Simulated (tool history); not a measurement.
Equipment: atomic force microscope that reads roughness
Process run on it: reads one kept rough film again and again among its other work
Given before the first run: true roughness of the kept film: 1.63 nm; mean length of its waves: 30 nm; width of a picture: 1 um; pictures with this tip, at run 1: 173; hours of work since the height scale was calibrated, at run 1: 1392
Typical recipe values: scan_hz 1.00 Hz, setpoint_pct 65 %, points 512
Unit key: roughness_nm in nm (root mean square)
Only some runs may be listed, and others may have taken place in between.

run	hour	scan_hz	setpoint_pct	points	pictures with this tip	hours of work since the height scale was calibrated	roughness_nm
1	0.0	1.00	65	512	173	1392	1.295
2	55.2	1.00	65	512	255	1435	1.229
# hour 80.1: new tip fitted
3	92.6	1.00	65	512	18	1464	1.469
# hour 146.1: height scale calibrated on a step standard
4	165.0	1.00	65	512	124	15	1.327
5	218.7	1.00	65	512	203	57	1.268
6	252.5	1.00	65	512	253	84	1.219
# hour 281.0: new tip fitted
7	322.4	1.00	65	512	61	138	1.404
8	352.5	1.00	56	512	106	162	1.381
9	403.2	1.00	56	703	181	202	1.308
10	468.0	1.00	58	703	276	253	1.233
# hour 480.1: new tip fitted
11	501.0	1.94	70	351	30	278	1.359
12	558.8	1.94	70	351	116	324	1.266
13	633.2	1.00	81	289	226	382	1.173
# hour 680.9: new tip fitted
14	703.2	2.02	61	289	33	437	1.402
15	747.5	2.33	77	947	99	472	1.234
16	808.2	2.33	85	569	188	520	1.099
# hour 880.0: new tip fitted
17	881.0	0.73	85	844	1	577	1.422
18	927.7	1.00	80	512	70	613	1.325

Each row is a separate what-if for the run after 18, all from the same tool condition, not one after another. Results?
A	993.5	1.91	65	505	167	665	?
B	993.5	1.00	65	391	167	665	?
C	993.5	1.00	68	512	167	665	?
D	993.5	0.62	80	999	167	665	?

run	roughness_nm
A	1.275
B	1.310
C	1.294
D	1.295
Without the tool's hidden state the same runs would have given:
run	roughness_nm
A	1.428
B	1.468
C	1.450
D	1.452

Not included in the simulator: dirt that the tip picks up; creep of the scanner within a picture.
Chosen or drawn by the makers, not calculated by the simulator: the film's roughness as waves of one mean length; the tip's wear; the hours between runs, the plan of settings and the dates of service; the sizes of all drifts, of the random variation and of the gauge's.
